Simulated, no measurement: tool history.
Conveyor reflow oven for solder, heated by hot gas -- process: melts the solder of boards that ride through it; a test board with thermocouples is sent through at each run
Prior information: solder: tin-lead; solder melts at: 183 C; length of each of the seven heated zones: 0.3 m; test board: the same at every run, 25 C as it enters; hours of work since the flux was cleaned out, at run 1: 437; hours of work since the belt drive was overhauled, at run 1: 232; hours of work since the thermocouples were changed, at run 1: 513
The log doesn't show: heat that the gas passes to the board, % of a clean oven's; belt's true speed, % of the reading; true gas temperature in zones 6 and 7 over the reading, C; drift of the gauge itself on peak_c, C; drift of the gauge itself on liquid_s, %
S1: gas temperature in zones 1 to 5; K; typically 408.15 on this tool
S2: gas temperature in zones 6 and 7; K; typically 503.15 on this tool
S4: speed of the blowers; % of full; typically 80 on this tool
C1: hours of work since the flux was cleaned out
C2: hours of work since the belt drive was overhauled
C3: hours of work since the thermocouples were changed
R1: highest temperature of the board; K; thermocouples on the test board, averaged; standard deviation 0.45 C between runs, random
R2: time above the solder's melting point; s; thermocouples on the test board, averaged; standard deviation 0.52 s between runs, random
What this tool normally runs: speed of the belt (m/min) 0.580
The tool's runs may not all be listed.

Run 1, hour 0.0: usual settings; C1 437; C2 232; C3 513. Result: R1 485.05 K, R2 41.7 s.
Run 2, hour 13.2: usual settings; C1 447; C2 243; C3 523. Result: R1 485.45 K, R2 42.2 s.
Run 3, hour 28.5: usual settings; C1 459; C2 255; C3 535. Result: R1 485.45 K, R2 42.0 s.
Run 4, hour 38.0: usual settings; C1 466; C2 262; C3 543. Result: R1 485.45 K, R2 41.4 s.
Run 5, hour 52.2: usual settings; C1 477; C2 273; C3 554. Result: R1 484.95 K, R2 41.6 s.
Run 6, hour 61.7: usual settings; C1 485; C2 280; C3 561. Result: R1 485.45 K, R2 41.8 s.
Run 7, hour 73.3: usual settings; C1 493; C2 289; C3 570. Result: R1 484.85 K, R2 40.4 s.
At hour 83.4: flux residue cleaned out of gas plates and filters.
Run 8, hour 93.5: usual settings but S4 83 % of full; C1 8; C2 301; C3 582. Result: R1 485.85 K, R2 43.1 s.
Run 9, hour 108.9: usual settings but S1 419.15 K, S4 83 % of full; C1 20; C2 313; C3 594. Result: R1 487.85 K, R2 47.8 s.
Run 10, hour 121.4: usual settings but S4 83 % of full; C1 29; C2 323; C3 603. Result: R1 485.75 K, R2 43.0 s.
Run 11, hour 134.0: usual settings; C1 39; C2 332; C3 613. Result: R1 485.75 K, R2 42.2 s.
Run 12, hour 152.5: usual settings; C1 53; C2 347; C3 627. Result: R1 484.75 K, R2 42.3 s.
Run 13, hour 162.3: usual settings but S1 396.15 K; C1 61; C2 354; C3 635. Result: R1 482.95 K, R2 37.5 s.
Run 14, hour 179.3: usual settings but S1 396.15 K; C1 74; C2 367; C3 648. Result: R1 483.25 K, R2 37.8 s.
Run 15, hour 194.8: usual settings but S1 396.15 K; C1 86; C2 379; C3 660. Result: R1 482.95 K, R2 37.5 s.
Run 16, hour 205.0: usual settings but S1 419.15 K, S2 508.15 K, speed of the belt (m/min) 0.684, S4 52 % of full; C1 94; C2 387; C3 668. Result: R1 477.95 K, R2 30.3 s.
Run 17, hour 216.7: usual settings but S1 423.15 K, S2 509.15 K, speed of the belt (m/min) 0.684, S4 52 % of full; C1 103; C2 396; C3 677. Result: R1 479.35 K, R2 33.0 s.
Run 18, hour 229.8: usual settings but S1 423.15 K, S2 509.15 K, speed of the belt (m/min) 0.679, S4 52 % of full; C1 113; C2 406; C3 687. Result: R1 481.05 K, R2 33.5 s.
Run 19, hour 244.6: usual settings but S2 513.15 K, S4 81 % of full; C1 125; C2 418; C3 699. Result: R1 494.75 K, R2 47.5 s.
Run 20, hour 258.2: usual settings but S2 513.15 K, speed of the belt (m/min) 0.640, S4 85 % of full; C1 135; C2 428; C3 709. Result: R1 491.95 K, R2 40.9 s.
Run 21, hour 266.1: usual settings but S1 398.15 K, S2 510.15 K, speed of the belt (m/min) 0.532; C1 141; C2 435; C3 715. Result: R1 491.85 K, R2 49.2 s.
Run 22, hour 277.9: usual settings but S1 398.15 K, S2 509.15 K, speed of the belt (m/min) 0.532, S4 76 % of full; C1 151; C2 444; C3 724. Result: R1 490.55 K, R2 46.6 s.
Run 23, hour 292.5: usual settings but S1 406.15 K, S2 512.15 K; C1 162; C2 455; C3 736. Result: R1 492.45 K, R2 47.3 s.
Run 24, hour 302.4: usual settings but S2 493.15 K; C1 169; C2 463; C3 743. Result: R1 476.45 K, R2 34.9 s.
Run 25, hour 317.7: usual settings but S2 511.15 K, S4 77 % of full; C1 181; C2 474; C3 755. Result: R1 490.85 K, R2 46.0 s.
Run 26, hour 330.0: usual settings but S2 511.15 K, S4 77 % of full; C1 191; C2 484; C3 765. Result: R1 491.85 K, R2 46.4 s.

For each entry between runs, how does the tool's hidden state at the last listed run before it compare with that at the first listed run after it?
Between runs 7 and 8: flux residue cleaned out of gas plates and filters (hour 83.4)
  heat that the gas passes to the board, % of a clean oven's: 99 -> 100; belt's true speed, % of the reading: 99.97 -> 99.96
